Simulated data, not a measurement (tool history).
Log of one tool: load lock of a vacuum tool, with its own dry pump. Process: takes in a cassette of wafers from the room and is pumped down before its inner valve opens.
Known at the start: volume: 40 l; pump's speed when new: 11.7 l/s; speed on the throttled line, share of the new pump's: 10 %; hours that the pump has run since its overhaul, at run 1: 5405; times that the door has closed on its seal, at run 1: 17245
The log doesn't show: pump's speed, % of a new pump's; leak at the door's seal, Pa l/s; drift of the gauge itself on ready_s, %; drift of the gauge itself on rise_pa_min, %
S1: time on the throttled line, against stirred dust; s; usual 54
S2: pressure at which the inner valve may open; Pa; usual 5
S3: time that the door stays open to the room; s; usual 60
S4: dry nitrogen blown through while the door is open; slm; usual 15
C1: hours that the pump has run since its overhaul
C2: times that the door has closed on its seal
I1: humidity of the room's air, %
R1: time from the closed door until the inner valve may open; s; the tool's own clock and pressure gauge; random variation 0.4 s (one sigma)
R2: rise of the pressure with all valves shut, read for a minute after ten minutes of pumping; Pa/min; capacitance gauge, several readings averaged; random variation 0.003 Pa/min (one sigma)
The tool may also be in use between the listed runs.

run	hour	S1	S2	S3	S4	C1	C2	I1	R1	R2
1	0.0	54	5	60	15	5405	17245	43.1	86.2	0.101
2	131.4	54	5	60	15	5536	17618	42.8	85.8	0.102
3	239.2	72	5	60	15	5644	17923	43.9	102.4	0.099
4	323.8	72	10	60	15	5729	18163	47.2	99.3	0.107
5	484.4	43	10	60	15	5889	18619	43.9	73.4	0.106
6	556.3	43	10	60	15	5961	18823	45.2	73.1	0.111
7	710.9	54	5	60	15	6116	19261	43.2	86.4	0.112
8	868.1	54	5	60	15	6273	19706	47.1	86.4	0.117
9	990.6	54	5	60	15	6396	20054	47.3	86.0	0.109
10	1079.1	54	5	60	15	6484	20305	45.6	87.1	0.122
11	1168.6	54	5	58	15	6573	20558	41.6	85.8	0.114
12	1268.7	54	5	60	15	6674	20842	42.3	86.8	0.123
13	1370.2	54	5	60	8	6775	21130	48.3	86.8	0.142
14	1487.5	54	5	60	8	6892	21462	44.6	86.5	0.133
15	1567.9	54	7	60	8	6973	21690	45.9	85.4	0.140
16	1651.3	54	6	68	25	7056	21927	44.0	85.8	0.121
17	1734.2	42	4	49	19	7139	22162	45.0	77.0	0.126
18	1895.5	42	4	49	6	7300	22619	47.6	77.8	0.147
19	1969.5	54	5	51	10	7374	22829	45.8	86.9	0.138
20	2133.2	52	5	70	15	7538	23293	46.5	85.5	0.138
21	2205.8	27	5	80	15	7611	23499	46.8	62.2	0.147
22	2278.9	70	5	80	15	7684	23706	45.5	100.5	0.146
23	2433.7	70	5	80	15	7839	24145	45.9	101.2	0.145
24	2581.8	54	5	60	21	7987	24565	46.6	87.0	0.136
25	2689.8	40	5	28	21	8095	24871	45.8	75.2	0.128
26	2814.8	40	5	28	21	8220	25225	45.4	74.7	0.138
27	2944.9	40	5	28	21	8350	25594	46.3	74.4	0.136
28	3098.9	83	5	28	41	8504	26031	45.2	113.7	0.132
29	3180.0	83	5	28	41	8585	26261	43.8	112.3	0.142
30	3322.3	83	5	28	41	8727	26664	44.0	113.1	0.143

3 ways to go on from here, each from the tool as it stands after run 30. What would each give?
A	3444.2	83	5	36	37	8849	27010	45.0	?	?
B	3444.2	59	5	28	41	8849	27010	42.2	?	?
C	3444.2	54	5	127	15	8849	27010	47.5	?	?

run	R1	R2
A	113.7	0.149
B	91.6	0.141
C	87.4	0.176
Without the tool's hidden state the same runs would have given:
run	R1	R2
A	109.9	0.018
B	87.6	0.011
C	83.3	0.043
